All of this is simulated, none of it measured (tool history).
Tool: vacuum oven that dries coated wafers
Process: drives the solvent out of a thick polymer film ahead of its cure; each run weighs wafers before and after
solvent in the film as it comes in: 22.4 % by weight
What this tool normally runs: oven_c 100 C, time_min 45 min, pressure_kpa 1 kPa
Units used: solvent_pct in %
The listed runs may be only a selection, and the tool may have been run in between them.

Run 1, day 0: usual settings. Result: solvent_pct 1.93 %.
Run 2, day 0.817: usual settings but oven_c 111 C. Result: solvent_pct 0.78 %.
Run 3, day 1.967: usual settings. Result: solvent_pct 2 %.
Run 4, day 2.929: usual settings but oven_c 93 C. Result: solvent_pct 3.57 %.
Run 5, day 3.704: usual settings but oven_c 93 C. Result: solvent_pct 3.67 %.
Run 6, day 4.567: usual settings but oven_c 93 C. Result: solvent_pct 3.64 %.
Run 7, day 5.525: usual settings but oven_c 97 C. Result: solvent_pct 2.66 %.
Run 8, day 6.567: usual settings but oven_c 99 C. Result: solvent_pct 2.23 %.
Run 9, day 7.367: usual settings but oven_c 99 C. Result: solvent_pct 2.13 %.
Run 10, day 8.1: usual settings but oven_c 99 C. Result: solvent_pct 2.14 %.
Run 11, day 8.883: usual settings but oven_c 99 C. Result: solvent_pct 2.19 %.
Run 12, day 9.862: usual settings but oven_c 99 C. Result: solvent_pct 2.33 %.
Run 13, day 10.671: usual settings but pressure_kpa 3.94 kPa. Result: solvent_pct 4.76 %.
Run 14, day 11.783: usual settings but pressure_kpa 3.94 kPa. Result: solvent_pct 4.76 %.
Run 15, day 12.371: usual settings but pressure_kpa 3.94 kPa. Result: solvent_pct 4.94 %.
Run 16, day 13.146: usual settings but pressure_kpa 3.94 kPa. Result: solvent_pct 4.94 %.
Run 17, day 13.883: usual settings but pressure_kpa 3.94 kPa. Result: solvent_pct 4.97 %.
Run 18, day 14.75: usual settings but pressure_kpa 3.94 kPa. Result: solvent_pct 4.98 %.
Run 19, day 15.883: usual settings but pressure_kpa 3.94 kPa. Result: solvent_pct 4.97 %.
Run 20, day 17.108: usual settings but oven_c 96 C, pressure_kpa 3.94 kPa. Result: solvent_pct 6.12 %.
Run 21, day 17.888: usual settings but time_min 40 min. Result: solvent_pct 2.46 %.
Run 22, day 19.117: usual settings but time_min 40 min. Result: solvent_pct 2.44 %.
Run 23, day 20.062: usual settings but time_min 40 min. Result: solvent_pct 2.45 %.
Run 24, day 20.575: usual settings. Result: solvent_pct 2.13 %.
Run 25, day 21.388: usual settings but oven_c 109 C, pressure_kpa 1.47 kPa. Result: solvent_pct 1.42 %.
Run 26, day 22.6: usual settings but oven_c 103 C, time_min 35 min, pressure_kpa 0.61 kPa. Result: solvent_pct 2 %.
Run 27, day 23.771: usual settings but oven_c 98 C, time_min 35 min, pressure_kpa 1.94 kPa. Result: solvent_pct 4.44 %.
Run 28, day 24.329: usual settings but pressure_kpa 2.2 kPa. Result: solvent_pct 3.31 %.
Run 29, day 24.867: usual settings but oven_c 113 C, time_min 42 min, pressure_kpa 1.21 kPa. Result: solvent_pct 1.04 %.
Run 30, day 25.692: usual settings but oven_c 113 C, time_min 42 min, pressure_kpa 1.21 kPa. Result: solvent_pct 0.95 %.
Run 31, day 26.6: usual settings but time_min 47 min, pressure_kpa 0.66 kPa. Result: solvent_pct 1.79 %.
Run 32, day 27.208: usual settings but oven_c 86 C. Result: solvent_pct 6.35 %.
Run 33, day 27.775: usual settings but oven_c 108 C, time_min 44 min, pressure_kpa 2.87 kPa. Result: solvent_pct 2.61 %.
Run 34, day 28.508: usual settings but oven_c 108 C, time_min 44 min, pressure_kpa 2.87 kPa. Result: solvent_pct 2.59 %.
Run 35, day 29.658: usual settings but pressure_kpa 2.33 kPa. Result: solvent_pct 3.65 %.
At day 30.062: vacuum gauge cleaned of residue and calibrated.
Run 36, day 30.45: usual settings but pressure_kpa 2.33 kPa. Result: solvent_pct 3.3 %.
Run 37, day 31.167: usual settings but pressure_kpa 2.33 kPa. Result: solvent_pct 3.4 %.
Run 38, day 31.958: usual settings but oven_c 97 C, time_min 36 min, pressure_kpa 2.1 kPa. Result: solvent_pct 4.85 %.
Run 39, day 32.938: usual settings but oven_c 97 C, time_min 36 min, pressure_kpa 2.1 kPa. Result: solvent_pct 4.7 %.
Run 40, day 33.921: usual settings but oven_c 108 C, time_min 46 min. Result: solvent_pct 0.94 %.
Run 41, day 34.992: usual settings but oven_c 96 C, pressure_kpa 0.89 kPa. Result: solvent_pct 2.74 %.
Run 42, day 36.088: usual settings but oven_c 107 C, time_min 34 min, pressure_kpa 0.89 kPa. Result: solvent_pct 1.59 %.
Run 43, day 37.067: usual settings but oven_c 107 C, time_min 33 min, pressure_kpa 0.89 kPa. Result: solvent_pct 1.77 %.
Run 44, day 38.279: usual settings but oven_c 107 C, time_min 33 min, pressure_kpa 0.89 kPa. Result: solvent_pct 1.74 %.
Run 45, day 38.883: usual settings but oven_c 115 C, time_min 38 min, pressure_kpa 1.61 kPa. Result: solvent_pct 1.14 %.
Run 46, day 39.438: usual settings but oven_c 115 C, time_min 68 min, pressure_kpa 0.64 kPa. Result: solvent_pct 0.44 %.
Run 47, day 40.146: usual settings but oven_c 98 C, time_min 71 min. Result: solvent_pct 1.39 %.
Run 48, day 40.988: usual settings but pressure_kpa 0.89 kPa. Result: solvent_pct 2.03 %.

Here are 3 independent what-if runs from the current tool condition. What would each one return?
Run A, day 41.729: usual settings but oven_c 90 C, time_min 34 min, pressure_kpa 0.89 kPa. Result: solvent_pct ?.
Run B, day 41.729: usual settings but oven_c 99 C, pressure_kpa 2.11 kPa. Result: solvent_pct ?.
Run C, day 41.729: usual settings but time_min 44 min, pressure_kpa 3.68 kPa. Result: solvent_pct ?.

run  solvent_pct
  A         6.48
  B         3.57
  C         4.79
With the hidden condition removed and each run's random variation left untouched, the same runs would have given:
run  solvent_pct
  A         5.75
  B         3.11
  C         4.28
